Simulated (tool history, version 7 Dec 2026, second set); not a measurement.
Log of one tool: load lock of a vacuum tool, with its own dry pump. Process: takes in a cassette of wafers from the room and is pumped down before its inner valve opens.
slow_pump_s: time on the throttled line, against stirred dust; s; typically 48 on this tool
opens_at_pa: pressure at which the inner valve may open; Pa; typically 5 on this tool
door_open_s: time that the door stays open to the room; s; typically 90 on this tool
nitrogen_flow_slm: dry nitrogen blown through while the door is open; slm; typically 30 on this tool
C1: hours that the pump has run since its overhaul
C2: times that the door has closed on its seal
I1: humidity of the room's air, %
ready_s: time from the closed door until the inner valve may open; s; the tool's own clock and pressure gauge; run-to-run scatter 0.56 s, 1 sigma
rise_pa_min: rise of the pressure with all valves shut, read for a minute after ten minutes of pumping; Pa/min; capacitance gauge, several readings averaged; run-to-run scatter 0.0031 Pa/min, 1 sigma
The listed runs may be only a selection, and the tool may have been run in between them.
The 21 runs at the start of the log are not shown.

Run 22, hour 2900.1: usual settings but slow_pump_s 62 s, opens_at_pa 10 Pa; C1 8415; C2 25129; I1 43.2. Result: ready_s 92.4 s, rise_pa_min 0.366 Pa/min.
Run 23, hour 3006.5: usual settings but slow_pump_s 62 s, opens_at_pa 10 Pa; C1 8521; C2 25536; I1 44.0. Result: ready_s 92.0 s, rise_pa_min 0.379 Pa/min.
Run 24, hour 3188.2: usual settings but slow_pump_s 62 s, opens_at_pa 10 Pa; C1 8703; C2 26231; I1 44.0. Result: ready_s 90.8 s, rise_pa_min 0.388 Pa/min.
Run 25, hour 3341.4: usual settings but slow_pump_s 81 s, opens_at_pa 4 Pa, door_open_s 52 s, nitrogen_flow_slm 6 slm; C1 8856; C2 26818; I1 48.3. Result: ready_s 111.3 s, rise_pa_min 0.416 Pa/min.
Run 26, hour 3515.8: usual settings but slow_pump_s 30 s, opens_at_pa 6 Pa, door_open_s 163 s, nitrogen_flow_slm 29 slm; C1 9030; C2 27485; I1 42.0. Result: ready_s 65.8 s, rise_pa_min 0.423 Pa/min.
Run 27, hour 3655.4: usual settings but slow_pump_s 67 s, opens_at_pa 4 Pa; C1 9170; C2 28019; I1 44.2. Result: ready_s 99.3 s, rise_pa_min 0.428 Pa/min.
Run 28, hour 3762.4: usual settings but slow_pump_s 67 s, opens_at_pa 4 Pa; C1 9277; C2 28429; I1 44.3. Result: ready_s 100.3 s, rise_pa_min 0.427 Pa/min.
Run 29, hour 3937.8: usual settings but slow_pump_s 32 s, opens_at_pa 8 Pa, door_open_s 70 s, nitrogen_flow_slm 7 slm; C1 9452; C2 29100; I1 46.3. Result: ready_s 67.0 s, rise_pa_min 0.477 Pa/min.
Run 30, hour 4061.8: usual settings but slow_pump_s 32 s, opens_at_pa 8 Pa, door_open_s 70 s, nitrogen_flow_slm 7 slm; C1 9576; C2 29575; I1 41.1. Result: ready_s 67.5 s, rise_pa_min 0.473 Pa/min.
Run 31, hour 4256.4: usual settings but slow_pump_s 81 s, nitrogen_flow_slm 11 slm; C1 9771; C2 30319; I1 40.7. Result: ready_s 111.8 s, rise_pa_min 0.480 Pa/min.
Run 32, hour 4388.3: usual settings but slow_pump_s 81 s, nitrogen_flow_slm 18 slm; C1 9903; C2 30824; I1 45.4. Result: ready_s 111.2 s, rise_pa_min 0.488 Pa/min.
Run 33, hour 4501.0: usual settings but slow_pump_s 76 s, opens_at_pa 7 Pa; C1 10016; C2 31255; I1 47.8. Result: ready_s 107.2 s, rise_pa_min 0.501 Pa/min.
Run 34, hour 4583.2: usual settings but slow_pump_s 76 s, opens_at_pa 7 Pa; C1 10098; C2 31570; I1 48.1. Result: ready_s 105.6 s, rise_pa_min 0.493 Pa/min.
Run 35, hour 4696.8: usual settings but nitrogen_flow_slm 12 slm; C1 10211; C2 32005; I1 47.3. Result: ready_s 83.6 s, rise_pa_min 0.539 Pa/min.
Run 36, hour 4887.6: usual settings but slow_pump_s 29 s, door_open_s 30 s, nitrogen_flow_slm 11 slm; C1 10402; C2 32735; I1 44.9. Result: ready_s 66.4 s, rise_pa_min 0.530 Pa/min.
Run 37, hour 5002.6: usual settings but slow_pump_s 29 s, door_open_s 30 s, nitrogen_flow_slm 11 slm; C1 10517; C2 33175; I1 48.0. Result: ready_s 67.6 s, rise_pa_min 0.530 Pa/min.

4 ways to go on from here, each from the tool as it stands after run 37. What would each give?
Run A, hour 5149.3: usual settings but opens_at_pa 4 Pa; C1 10664; C2 33736; I1 42.3. Result: ready_s ?, rise_pa_min ?.
Run B, hour 5149.3: usual settings but nitrogen_flow_slm 15 slm; C1 10664; C2 33736; I1 45.0. Result: ready_s ?, rise_pa_min ?.
Run C, hour 5149.3: usual settings but door_open_s 26 s; C1 10664; C2 33736; I1 44.4. Result: ready_s ?, rise_pa_min ?.
Run D, hour 5149.3: usual settings but slow_pump_s 29 s, door_open_s 30 s, nitrogen_flow_slm 21 slm; C1 10664; C2 33736; I1 47.5. Result: ready_s ?, rise_pa_min ?.

run  ready_s  rise_pa_min
  A     83.9        0.551
  B     84.4        0.563
  C     83.4        0.523
  D     67.3        0.529
Without the tool's hidden state the same runs would have given:
run  ready_s  rise_pa_min
  A     79.8        0.072
  B     80.4        0.089
  C     79.4        0.049
  D     62.9        0.056
